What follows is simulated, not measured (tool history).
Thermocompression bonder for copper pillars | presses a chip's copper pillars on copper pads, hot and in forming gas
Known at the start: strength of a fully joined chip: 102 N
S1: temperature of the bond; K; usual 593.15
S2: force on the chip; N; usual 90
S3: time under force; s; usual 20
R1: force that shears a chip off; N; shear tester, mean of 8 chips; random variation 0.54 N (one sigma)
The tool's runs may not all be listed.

| run | hour | S1 | S2 | S3 | R1 |
|---|---|---|---|---|---|
| 1 | 0.0 | 593.15 | 90 | 20 | 51.7 |
| 2 | 57.8 | 597.15 | 90 | 20 | 51.8 |
| 3 | 125.9 | 593.15 | 90 | 20 | 47.2 |
|  | 177.6 | forming gas filter changed |
| 4 | 220.0 | 593.15 | 90 | 20 | 50.2 |
| 5 | 276.6 | 593.15 | 90 | 26 | 53.1 |
| 6 | 329.3 | 593.15 | 90 | 26 | 51.6 |
|  | 358.4 | forming gas filter changed |
| 7 | 384.2 | 593.15 | 90 | 26 | 54.6 |
| 8 | 428.6 | 593.15 | 90 | 26 | 54.7 |
| 9 | 488.7 | 593.15 | 90 | 26 | 51.3 |
| 10 | 532.5 | 593.15 | 90 | 20 | 46.0 |
|  | 537.4 | forming gas filter changed |
| 11 | 601.7 | 593.15 | 90 | 20 | 50.1 |
| 12 | 660.3 | 593.15 | 85 | 20 | 45.5 |
|  | 717.5 | forming gas filter changed |
| 13 | 730.6 | 593.15 | 94 | 20 | 53.1 |
| 14 | 790.6 | 593.15 | 94 | 20 | 52.0 |
| 15 | 848.7 | 593.15 | 94 | 20 | 48.9 |
|  | 858.9 | force cell calibrated |
|  | 899.9 | forming gas filter changed |
| 16 | 919.8 | 593.15 | 94 | 20 | 52.0 |
| 17 | 990.2 | 593.15 | 94 | 20 | 50.3 |
|  | 1055.7 | heater calibrated with a thermocouple chip |
| 18 | 1068.1 | 593.15 | 90 | 59 | 59.1 |
|  | 1081.2 | forming gas filter changed |
| 19 | 1114.3 | 567.15 | 90 | 20 | 33.9 |
| 20 | 1152.1 | 567.15 | 90 | 20 | 33.9 |
|  | 1205.3 | force cell calibrated, once more |
| 21 | 1237.2 | 616.15 | 116 | 23 | 71.3 |
|  | 1264.7 | forming gas filter changed |
| 22 | 1327.5 | 593.15 | 83 | 48 | 58.5 |
| 23 | 1409.4 | 593.15 | 90 | 24 | 48.2 |
|  | 1446.2 | forming gas filter changed |
| 24 | 1453.1 | 593.15 | 90 | 24 | 52.7 |
| 25 | 1497.6 | 593.15 | 90 | 24 | 50.8 |
| 26 | 1579.0 | 593.15 | 100 | 60 | 68.8 |
|  | 1629.7 | forming gas filter changed |
| 27 | 1648.1 | 609.15 | 103 | 20 | 63.6 |
| 28 | 1708.4 | 593.15 | 54 | 24 | 28.8 |
| 29 | 1782.0 | 573.15 | 64 | 24 | 26.7 |
|  | 1808.1 | forming gas filter changed |
| 30 | 1852.4 | 572.15 | 65 | 24 | 28.5 |
| 31 | 1918.8 | 621.15 | 90 | 20 | 60.6 |
|  | 1984.5 | forming gas filter changed |
| 32 | 2001.3 | 621.15 | 107 | 57 | 88.2 |
| 33 | 2070.0 | 623.15 | 117 | 29 | 81.4 |
| 34 | 2143.5 | 623.15 | 117 | 29 | 77.3 |
|  | 2163.8 | forming gas filter changed |
| 35 | 2186.5 | 623.15 | 117 | 29 | 82.2 |
| 36 | 2277.5 | 601.15 | 76 | 50 | 56.9 |
| 37 | 2316.2 | 615.15 | 103 | 25 | 65.8 |
|  | 2346.1 | forming gas filter changed |
| 38 | 2377.7 | 615.15 | 67 | 23 | 47.2 |
| 39 | 2459.9 | 617.15 | 56 | 36 | 44.3 |

Measured less the same run without the tool's hidden state. The same run-to-run variation is in both; the gauge's scatter may not be:
The hidden state here: true temperature of the bond over the reading, C; force that reaches the chip, % of what is set; oxide that the forming gas leaves, % of the face; drift of the gauge itself on shear_n, %.
| run | R1 |
|---|---|
| 1 | +2.0 |
| 2 | +0.2 |
| 3 | -1.8 |
| 4 | +0.8 |
| 5 | -1.1 |
| 6 | -2.8 |
| 7 | +1.3 |
| 8 | +0.1 |
| 9 | -1.9 |
| 10 | -2.8 |
| 11 | +0.4 |
| 12 | -1.2 |
| 13 | +1.9 |
| 14 | +0.1 |
| 15 | -1.9 |
| 16 | +1.2 |
| 17 | -1.2 |
| 18 | -9.3 |
| 19 | -2.3 |
| 20 | -3.0 |
| 21 | -6.8 |
| 22 | -1.9 |
| 23 | -4.1 |
| 24 | +0.2 |
| 25 | -1.1 |
| 26 | -5.3 |
| 27 | -0.2 |
| 28 | -1.0 |
| 29 | -2.1 |
| 30 | -0.3 |
| 31 | -3.8 |
| 32 | -0.7 |
| 33 | -4.4 |
| 34 | -8.1 |
| 35 | -0.6 |
| 36 | -3.4 |
| 37 | -5.8 |
| 38 | -0.5 |
| 39 | -2.7 |
